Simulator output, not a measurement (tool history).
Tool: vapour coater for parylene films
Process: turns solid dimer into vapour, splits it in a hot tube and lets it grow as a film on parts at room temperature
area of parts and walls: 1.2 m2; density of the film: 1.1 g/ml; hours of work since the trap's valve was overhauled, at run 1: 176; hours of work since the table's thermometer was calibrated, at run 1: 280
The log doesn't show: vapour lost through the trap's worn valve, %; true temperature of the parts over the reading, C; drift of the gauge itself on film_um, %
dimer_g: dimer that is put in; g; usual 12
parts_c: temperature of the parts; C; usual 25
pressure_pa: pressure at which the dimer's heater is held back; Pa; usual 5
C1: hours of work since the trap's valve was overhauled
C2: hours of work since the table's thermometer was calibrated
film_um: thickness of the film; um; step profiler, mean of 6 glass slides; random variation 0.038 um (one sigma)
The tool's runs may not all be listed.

{"run": 1, "day": 0.0, "dimer_g": 12, "parts_c": 25, "pressure_pa": 5, "C1": 176, "C2": 280, "film_um": 6.58}
{"run": 2, "day": 1.062, "dimer_g": 12, "parts_c": 21, "pressure_pa": 5, "C1": 194, "C2": 298, "film_um": 6.9}
{"run": 3, "day": 2.475, "dimer_g": 12, "parts_c": 21, "pressure_pa": 5, "C1": 217, "C2": 322, "film_um": 6.91}
{"run": 4, "day": 3.4, "dimer_g": 6, "parts_c": 25, "pressure_pa": 5, "C1": 233, "C2": 337, "film_um": 3.23}
{"run": 5, "day": 5.346, "dimer_g": 6, "parts_c": 25, "pressure_pa": 5, "C1": 266, "C2": 370, "film_um": 3.24}
{"run": 6, "day": 6.546, "dimer_g": 12, "parts_c": 24, "pressure_pa": 5, "C1": 286, "C2": 390, "film_um": 6.42}
{"run": 7, "day": 7.662, "dimer_g": 12, "parts_c": 31, "pressure_pa": 5, "C1": 304, "C2": 409, "film_um": 5.76}
{"run": 8, "day": 9.721, "dimer_g": 12, "parts_c": 27, "pressure_pa": 6.17, "C1": 339, "C2": 443, "film_um": 5.84}
{"run": 9, "day": 11.033, "dimer_g": 12, "parts_c": 27, "pressure_pa": 6.17, "C1": 361, "C2": 465, "film_um": 5.69}
{"day": 11.312, "done": "trap's valve overhauled"}
{"run": 10, "day": 12.346, "dimer_g": 12, "parts_c": 34, "pressure_pa": 10.96, "C1": 17, "C2": 484, "film_um": 5.11}
{"run": 11, "day": 13.342, "dimer_g": 6, "parts_c": 24, "pressure_pa": 11.09, "C1": 34, "C2": 501, "film_um": 2.97}
{"run": 12, "day": 14.762, "dimer_g": 20, "parts_c": 25, "pressure_pa": 9.32, "C1": 58, "C2": 525, "film_um": 10.01}
{"run": 13, "day": 16.612, "dimer_g": 20, "parts_c": 25, "pressure_pa": 9.32, "C1": 89, "C2": 556, "film_um": 9.88}

Forecast each of these 3 alternatives for the next run:
{"run": "A", "day": 18.117, "dimer_g": 6, "parts_c": 21, "pressure_pa": 2.09, "C1": 114, "C2": 581, "film_um": "?"}
{"run": "B", "day": 18.117, "dimer_g": 16, "parts_c": 24, "pressure_pa": 10.61, "C1": 114, "C2": 581, "film_um": "?"}
{"run": "C", "day": 18.117, "dimer_g": 12, "parts_c": 25, "pressure_pa": 2.85, "C1": 114, "C2": 581, "film_um": "?"}

run=A film_um=4.26
run=B film_um=7.89
run=C film_um=7.46
Without the tool's hidden state the same runs would have given:
run=A film_um=4.42
run=B film_um=8.19
run=C film_um=7.75
